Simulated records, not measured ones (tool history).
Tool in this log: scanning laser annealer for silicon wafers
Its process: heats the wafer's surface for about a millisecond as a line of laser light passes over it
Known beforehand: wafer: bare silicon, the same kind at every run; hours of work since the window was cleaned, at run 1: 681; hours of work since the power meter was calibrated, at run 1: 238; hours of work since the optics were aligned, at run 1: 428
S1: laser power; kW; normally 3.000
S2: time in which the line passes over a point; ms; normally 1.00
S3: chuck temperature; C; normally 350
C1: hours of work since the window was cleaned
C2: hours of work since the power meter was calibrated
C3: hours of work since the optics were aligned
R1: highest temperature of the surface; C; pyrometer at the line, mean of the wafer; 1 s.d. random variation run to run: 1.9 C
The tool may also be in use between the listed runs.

Run 1, day 0.000: usual settings; C1 681; C2 238; C3 428. Result: R1 1057 C.
Run 2, day 0.546: usual settings; C1 689; C2 246; C3 436. Result: R1 1060 C.
Run 3, day 0.962: usual settings; C1 696; C2 253; C3 443. Result: R1 1057 C.
Run 4, day 1.483: usual settings but S1 2.655 kW; C1 704; C2 261; C3 451. Result: R1 957 C.
Run 5, day 1.754: usual settings but S1 2.655 kW; C1 708; C2 265; C3 455. Result: R1 959 C.
Run 6, day 2.271: usual settings; C1 716; C2 273; C3 463. Result: R1 1056 C.
Run 7, day 2.838: usual settings but S3 330 C; C1 725; C2 281; C3 471. Result: R1 1038 C.
Run 8, day 3.392: usual settings but S2 1.10 ms, S3 330 C; C1 733; C2 290; C3 480. Result: R1 1069 C.
Run 9, day 3.888: usual settings; C1 741; C2 298; C3 488. Result: R1 1053 C.
Run 10, day 4.254: usual settings but S1 2.865 kW; C1 746; C2 303; C3 493. Result: R1 1013 C.
Run 11, day 4.500: usual settings but S1 2.865 kW; C1 750; C2 307; C3 497. Result: R1 1015 C.
Run 12, day 4.892: usual settings; C1 756; C2 313; C3 503. Result: R1 1054 C.
At day 5.062: laser's power meter calibrated.
Run 13, day 5.471: usual settings; C1 763; C2 6; C3 510. Result: R1 1059 C.
Run 14, day 5.954: usual settings; C1 771; C2 14; C3 517. Result: R1 1052 C.
At day 6.429: laser's power meter calibrated, once more.
Run 15, day 6.429: usual settings; C1 776; C2 0; C3 523. Result: R1 1056 C.
Run 16, day 6.854: usual settings; C1 783; C2 7; C3 529. Result: R1 1055 C.
Run 17, day 7.383: usual settings but S2 1.15 ms; C1 791; C2 15; C3 538. Result: R1 1104 C.
Run 18, day 7.762: usual settings but S2 1.15 ms; C1 796; C2 21; C3 543. Result: R1 1103 C.
Run 19, day 8.275: usual settings but S2 1.15 ms, S3 329 C; C1 804; C2 28; C3 551. Result: R1 1084 C.
Run 20, day 8.696: usual settings but S2 1.15 ms, S3 329 C; C1 811; C2 35; C3 558. Result: R1 1083 C.
Run 21, day 9.038: usual settings but S2 1.15 ms, S3 329 C; C1 816; C2 40; C3 563. Result: R1 1082 C.
Run 22, day 9.575: usual settings but S1 2.605 kW; C1 824; C2 48; C3 571. Result: R1 938 C.
Run 23, day 9.908: usual settings but S1 2.930 kW, S2 1.25 ms; C1 830; C2 54; C3 576. Result: R1 1106 C.
Run 24, day 10.329: usual settings but S2 1.22 ms, S3 374 C; C1 836; C2 60; C3 583. Result: R1 1146 C.
Run 25, day 10.846: usual settings but S2 1.22 ms, S3 374 C; C1 844; C2 68; C3 591. Result: R1 1145 C.
Run 26, day 11.138: usual settings but S2 0.80 ms, S3 369 C; C1 848; C2 73; C3 595. Result: R1 992 C.
Run 27, day 11.396: usual settings but S1 2.828 kW, S2 0.81 ms, S3 378 C; C1 852; C2 76; C3 599. Result: R1 960 C.
Run 28, day 11.921: usual settings but S1 3.079 kW, S2 0.90 ms, S3 357 C; C1 861; C2 85; C3 607. Result: R1 1042 C.
Run 29, day 12.421: usual settings but S1 3.259 kW, S2 0.97 ms, S3 383 C; C1 868; C2 92; C3 615. Result: R1 1144 C.
Run 30, day 12.967: usual settings but S1 2.631 kW, S2 1.07 ms, S3 311 C; C1 877; C2 101; C3 623. Result: R1 921 C.
Run 31, day 13.396: usual settings but S1 2.631 kW, S2 1.07 ms, S3 311 C; C1 883; C2 107; C3 630. Result: R1 925 C.
At day 13.683: window over the wafer cleaned.
Run 32, day 13.946: usual settings but S1 2.631 kW, S2 1.07 ms, S3 311 C; C1 4; C2 114; C3 637. Result: R1 956 C.
Run 33, day 14.433: usual settings but S1 2.743 kW, S2 0.72 ms; C1 12; C2 122; C3 645. Result: R1 909 C.
Run 34, day 14.746: usual settings but S2 1.13 ms, S3 353 C; C1 16; C2 127; C3 650. Result: R1 1136 C.
Run 35, day 15.167: usual settings but S1 3.086 kW, S2 1.06 ms, S3 383 C; C1 23; C2 133; C3 656. Result: R1 1170 C.

Forecast each of these 3 alternatives for the next run:
Run A, day 15.688: usual settings but S2 0.82 ms, S3 313 C; C1 31; C2 141; C3 664. Result: R1 ?.
Run B, day 15.688: usual settings but S1 3.086 kW, S2 1.18 ms, S3 383 C; C1 31; C2 141; C3 664. Result: R1 ?.
Run C, day 15.688: usual settings but S1 3.040 kW, S2 1.06 ms, S3 383 C; C1 31; C2 141; C3 664. Result: R1 ?.

run    R1
  A   982
  B  1214
  C  1156
With the hidden condition removed and each run's random variation left untouched, the same runs would have given:
run    R1
  A  1002
  B  1239
  C  1179
